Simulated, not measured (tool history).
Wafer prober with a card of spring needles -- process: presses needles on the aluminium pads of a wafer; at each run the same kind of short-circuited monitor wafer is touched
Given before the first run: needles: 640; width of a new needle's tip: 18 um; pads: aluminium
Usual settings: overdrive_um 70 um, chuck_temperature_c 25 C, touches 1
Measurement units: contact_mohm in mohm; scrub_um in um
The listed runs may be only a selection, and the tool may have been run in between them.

{"run": 1, "day": 0.0, "overdrive_um": 70, "chuck_temperature_c": 25, "touches": 1, "contact_mohm": 212, "scrub_um": 18.49}
{"day": 0.179, "done": "tips cleaned on abrasive film"}
{"day": 0.354, "done": "tips cleaned on abrasive film"}
{"day": 0.533, "done": "tips cleaned on abrasive film"}
{"day": 0.708, "done": "tips cleaned on abrasive film"}
{"day": 0.929, "done": "tips cleaned on abrasive film"}
{"day": 1.108, "done": "tips cleaned on abrasive film"}
{"run": 2, "day": 1.112, "overdrive_um": 70, "chuck_temperature_c": 30, "touches": 1, "contact_mohm": 200, "scrub_um": 18.37}
{"day": 1.292, "done": "tips cleaned on abrasive film"}
{"day": 1.467, "done": "tips cleaned on abrasive film"}
{"day": 1.688, "done": "tips cleaned on abrasive film"}
{"day": 1.867, "done": "tips cleaned on abrasive film"}
{"day": 2.042, "done": "tips cleaned on abrasive film"}
{"day": 2.262, "done": "tips cleaned on abrasive film"}
{"day": 2.483, "done": "tips cleaned on abrasive film"}
{"day": 2.662, "done": "tips cleaned on abrasive film"}
{"day": 2.871, "done": "tips cleaned on abrasive film"}
{"run": 3, "day": 2.871, "overdrive_um": 70, "chuck_temperature_c": 30, "touches": 1, "contact_mohm": 199, "scrub_um": 18.15}
{"day": 3.092, "done": "tips cleaned on abrasive film"}
{"day": 3.312, "done": "tips cleaned on abrasive film"}
{"day": 3.488, "done": "tips cleaned on abrasive film"}
{"day": 3.667, "done": "tips cleaned on abrasive film"}
{"day": 3.842, "done": "tips cleaned on abrasive film"}
{"run": 4, "day": 3.925, "overdrive_um": 70, "chuck_temperature_c": 30, "touches": 1, "contact_mohm": 248, "scrub_um": 18.17}
{"day": 4.058, "done": "tips cleaned on abrasive film"}
{"day": 4.279, "done": "tips cleaned on abrasive film"}
{"day": 4.5, "done": "tips cleaned on abrasive film"}
{"day": 4.721, "done": "tips cleaned on abrasive film"}
{"day": 4.942, "done": "tips cleaned on abrasive film"}
{"day": 5.121, "done": "tips cleaned on abrasive film"}
{"day": 5.296, "done": "tips cleaned on abrasive film"}
{"day": 5.475, "done": "tips cleaned on abrasive film"}
{"day": 5.654, "done": "tips cleaned on abrasive film"}
{"day": 5.829, "done": "tips cleaned on abrasive film"}
{"run": 5, "day": 5.829, "overdrive_um": 61, "chuck_temperature_c": 25, "touches": 1, "contact_mohm": 209, "scrub_um": 15.2}
{"day": 6.008, "done": "tips cleaned on abrasive film"}
{"day": 6.188, "done": "tips cleaned on abrasive film"}
{"day": 6.362, "done": "tips cleaned on abrasive film"}
{"day": 6.583, "done": "tips cleaned on abrasive film"}
{"day": 6.762, "done": "tips cleaned on abrasive film"}
{"day": 6.983, "done": "tips cleaned on abrasive film"}
{"day": 7.204, "done": "tips cleaned on abrasive film"}
{"day": 7.425, "done": "tips cleaned on abrasive film"}
{"run": 6, "day": 7.467, "overdrive_um": 61, "chuck_temperature_c": 25, "touches": 1, "contact_mohm": 244, "scrub_um": 15.04}
{"day": 7.642, "done": "tips cleaned on abrasive film"}
{"day": 7.821, "done": "tips cleaned on abrasive film"}
{"day": 8.042, "done": "tips cleaned on abrasive film"}
{"day": 8.221, "done": "tips cleaned on abrasive film"}
{"day": 8.442, "done": "tips cleaned on abrasive film"}
{"day": 8.662, "done": "tips cleaned on abrasive film"}
{"day": 8.883, "done": "tips cleaned on abrasive film"}
{"day": 9.025, "done": "height of the first contact set anew"}
{"day": 9.071, "done": "tips cleaned on abrasive film"}
{"day": 9.25, "done": "tips cleaned on abrasive film"}
{"day": 9.462, "done": "tips cleaned on abrasive film"}
{"run": 7, "day": 9.462, "overdrive_um": 70, "chuck_temperature_c": 25, "touches": 1, "contact_mohm": 203, "scrub_um": 18.87}
{"day": 9.642, "done": "tips cleaned on abrasive film"}
{"day": 9.821, "done": "tips cleaned on abrasive film"}
{"day": 10.042, "done": "tips cleaned on abrasive film"}
{"day": 10.217, "done": "tips cleaned on abrasive film"}
{"day": 10.438, "done": "tips cleaned on abrasive film"}
{"day": 10.617, "done": "tips cleaned on abrasive film"}
{"day": 10.838, "done": "tips cleaned on abrasive film"}
{"day": 11.012, "done": "tips cleaned on abrasive film"}
{"day": 11.233, "done": "tips cleaned on abrasive film"}
{"day": 11.454, "done": "tips cleaned on abrasive film"}
{"run": 8, "day": 11.508, "overdrive_um": 70, "chuck_temperature_c": 25, "touches": 1, "contact_mohm": 222, "scrub_um": 18.79}
{"day": 11.642, "done": "tips cleaned on abrasive film"}
{"day": 11.862, "done": "tips cleaned on abrasive film"}
{"day": 12.042, "done": "tips cleaned on abrasive film"}
{"day": 12.217, "done": "tips cleaned on abrasive film"}
{"day": 12.438, "done": "tips cleaned on abrasive film"}
{"day": 12.617, "done": "tips cleaned on abrasive film"}
{"day": 12.792, "done": "tips cleaned on abrasive film"}
{"day": 12.971, "done": "tips cleaned on abrasive film"}
{"day": 13.192, "done": "tips cleaned on abrasive film"}
{"run": 9, "day": 13.246, "overdrive_um": 70, "chuck_temperature_c": 25, "touches": 1, "contact_mohm": 228, "scrub_um": 18.66}
{"day": 13.379, "done": "tips cleaned on abrasive film"}
{"day": 13.554, "done": "tips cleaned on abrasive film"}
{"day": 13.775, "done": "tips cleaned on abrasive film"}
{"day": 13.996, "done": "tips cleaned on abrasive film"}
{"day": 14.217, "done": "tips cleaned on abrasive film"}
{"day": 14.396, "done": "tips cleaned on abrasive film"}
{"day": 14.575, "done": "tips cleaned on abrasive film"}
{"day": 14.75, "done": "tips cleaned on abrasive film"}
{"day": 14.967, "done": "tips cleaned on abrasive film"}
{"run": 10, "day": 14.967, "overdrive_um": 70, "chuck_temperature_c": 25, "touches": 1, "contact_mohm": 208, "scrub_um": 18.41}
{"day": 15.146, "done": "tips cleaned on abrasive film"}
{"day": 15.367, "done": "tips cleaned on abrasive film"}
{"day": 15.588, "done": "tips cleaned on abrasive film"}
{"day": 15.808, "done": "tips cleaned on abrasive film"}
{"day": 16.029, "done": "tips cleaned on abrasive film"}
{"day": 16.208, "done": "tips cleaned on abrasive film"}
{"day": 16.383, "done": "tips cleaned on abrasive film"}
{"day": 16.604, "done": "tips cleaned on abrasive film"}
{"day": 16.783, "done": "tips cleaned on abrasive film"}
{"run": 11, "day": 16.921, "overdrive_um": 73, "chuck_temperature_c": 25, "touches": 1, "contact_mohm": 259, "scrub_um": 19.03}
{"day": 16.971, "done": "tips cleaned on abrasive film"}
{"day": 17.192, "done": "tips cleaned on abrasive film"}
{"day": 17.367, "done": "tips cleaned on abrasive film"}
{"day": 17.546, "done": "tips cleaned on abrasive film"}
{"day": 17.721, "done": "tips cleaned on abrasive film"}
{"run": 12, "day": 17.867, "overdrive_um": 54, "chuck_temperature_c": 25, "touches": 2, "contact_mohm": 289, "scrub_um": 13.52}
{"day": 17.912, "done": "tips cleaned on abrasive film"}
{"day": 18.092, "done": "tips cleaned on abrasive film"}
{"day": 18.267, "done": "tips cleaned on abrasive film"}
{"day": 18.488, "done": "tips cleaned on abrasive film"}
{"day": 18.667, "done": "tips cleaned on abrasive film"}
{"run": 13, "day": 18.733, "overdrive_um": 68, "chuck_temperature_c": 94, "touches": 1, "contact_mohm": 266, "scrub_um": 17.28}
{"day": 18.871, "done": "tips cleaned on abrasive film"}
{"day": 19.092, "done": "tips cleaned on abrasive film"}
{"day": 19.267, "done": "tips cleaned on abrasive film"}
{"day": 19.488, "done": "tips cleaned on abrasive film"}
{"day": 19.667, "done": "tips cleaned on abrasive film"}
{"day": 19.842, "done": "tips cleaned on abrasive film"}
{"day": 20.021, "done": "tips cleaned on abrasive film"}
{"day": 20.242, "done": "tips cleaned on abrasive film"}
{"day": 20.462, "done": "tips cleaned on abrasive film"}
{"day": 20.638, "done": "tips cleaned on abrasive film"}
{"run": 14, "day": 20.708, "overdrive_um": 68, "chuck_temperature_c": 94, "touches": 1, "contact_mohm": 264, "scrub_um": 17.1}
{"day": 20.846, "done": "tips cleaned on abrasive film"}
{"day": 21.021, "done": "tips cleaned on abrasive film"}
{"day": 21.242, "done": "tips cleaned on abrasive film"}
{"day": 21.421, "done": "tips cleaned on abrasive film"}
{"day": 21.596, "done": "tips cleaned on abrasive film"}
{"run": 15, "day": 21.625, "overdrive_um": 77, "chuck_temperature_c": 43, "touches": 2, "contact_mohm": 216, "scrub_um": 19.19}
{"day": 21.804, "done": "tips cleaned on abrasive film"}
{"day": 21.979, "done": "tips cleaned on abrasive film"}
{"day": 22.158, "done": "tips cleaned on abrasive film"}
{"day": 22.333, "done": "tips cleaned on abrasive film"}
{"day": 22.554, "done": "tips cleaned on abrasive film"}
{"day": 22.733, "done": "tips cleaned on abrasive film"}
{"day": 22.746, "done": "height of the first contact set anew"}
{"day": 22.925, "done": "tips cleaned on abrasive film"}
{"run": 16, "day": 22.925, "overdrive_um": 60, "chuck_temperature_c": 25, "touches": 2, "contact_mohm": 202, "scrub_um": 16.33}
{"day": 23.104, "done": "tips cleaned on abrasive film"}
{"day": 23.325, "done": "tips cleaned on abrasive film"}
{"day": 23.546, "done": "tips cleaned on abrasive film"}
{"day": 23.725, "done": "tips cleaned on abrasive film"}
{"day": 23.946, "done": "tips cleaned on abrasive film"}
{"day": 24.121, "done": "tips cleaned on abrasive film"}
{"day": 24.3, "done": "tips cleaned on abrasive film"}
{"day": 24.475, "done": "tips cleaned on abrasive film"}
{"day": 24.654, "done": "tips cleaned on abrasive film"}
{"day": 24.833, "done": "tips cleaned on abrasive film"}
{"run": 17, "day": 24.904, "overdrive_um": 60, "chuck_temperature_c": 25, "touches": 2, "contact_mohm": 233, "scrub_um": 16.45}
{"day": 25.038, "done": "tips cleaned on abrasive film"}
{"day": 25.217, "done": "tips cleaned on abrasive film"}
{"day": 25.392, "done": "tips cleaned on abrasive film"}
{"day": 25.571, "done": "tips cleaned on abrasive film"}
{"day": 25.792, "done": "tips cleaned on abrasive film"}
{"day": 25.971, "done": "tips cleaned on abrasive film"}
{"run": 18, "day": 26.0, "overdrive_um": 60, "chuck_temperature_c": 25, "touches": 2, "contact_mohm": 226, "scrub_um": 15.89}
{"day": 26.179, "done": "tips cleaned on abrasive film"}
{"day": 26.354, "done": "tips cleaned on abrasive film"}
{"day": 26.533, "done": "tips cleaned on abrasive film"}
{"day": 26.712, "done": "tips cleaned on abrasive film"}
{"day": 26.888, "done": "tips cleaned on abrasive film"}
{"day": 27.108, "done": "tips cleaned on abrasive film"}
{"day": 27.329, "done": "tips cleaned on abrasive film"}
{"day": 27.55, "done": "tips cleaned on abrasive film"}
{"day": 27.771, "done": "tips cleaned on abrasive film"}
{"day": 27.992, "done": "tips cleaned on abrasive film"}
{"run": 19, "day": 28.029, "overdrive_um": 60, "chuck_temperature_c": 80, "touches": 3, "contact_mohm": 232, "scrub_um": 15.91}

Subtracting, for every run, the result it would have given without the tool's unlogged condition from the measured result gives the following. The same run-to-run variation enters both numbers; the gauge's scatter may not:
The hidden state here: debris on the tips, nm; way that the needles fall short of the set height, um; tips' diameter, um; drift of the gauge itself on contact_mohm, %; drift of the gauge itself on scrub_um, %.
run=1 contact_mohm=+21 scrub_um=-0.61
run=2 contact_mohm=+9 scrub_um=-0.80
run=3 contact_mohm=+7 scrub_um=-1.06
run=4 contact_mohm=+53 scrub_um=-1.19
run=5 contact_mohm=+19 scrub_um=-1.46
run=6 contact_mohm=+50 scrub_um=-1.69
run=7 contact_mohm=+13 scrub_um=-0.08
run=8 contact_mohm=+34 scrub_um=-0.38
run=9 contact_mohm=+38 scrub_um=-0.60
run=10 contact_mohm=+15 scrub_um=-0.84
run=11 contact_mohm=+71 scrub_um=-1.11
run=12 contact_mohm=+92 scrub_um=-1.26
run=13 contact_mohm=+56 scrub_um=-1.39
run=14 contact_mohm=+57 scrub_um=-1.67
run=15 contact_mohm=+22 scrub_um=-1.83
run=16 contact_mohm=+11 scrub_um=-0.03
run=17 contact_mohm=+41 scrub_um=-0.29
run=18 contact_mohm=+32 scrub_um=-0.44
run=19 contact_mohm=+25 scrub_um=-0.71

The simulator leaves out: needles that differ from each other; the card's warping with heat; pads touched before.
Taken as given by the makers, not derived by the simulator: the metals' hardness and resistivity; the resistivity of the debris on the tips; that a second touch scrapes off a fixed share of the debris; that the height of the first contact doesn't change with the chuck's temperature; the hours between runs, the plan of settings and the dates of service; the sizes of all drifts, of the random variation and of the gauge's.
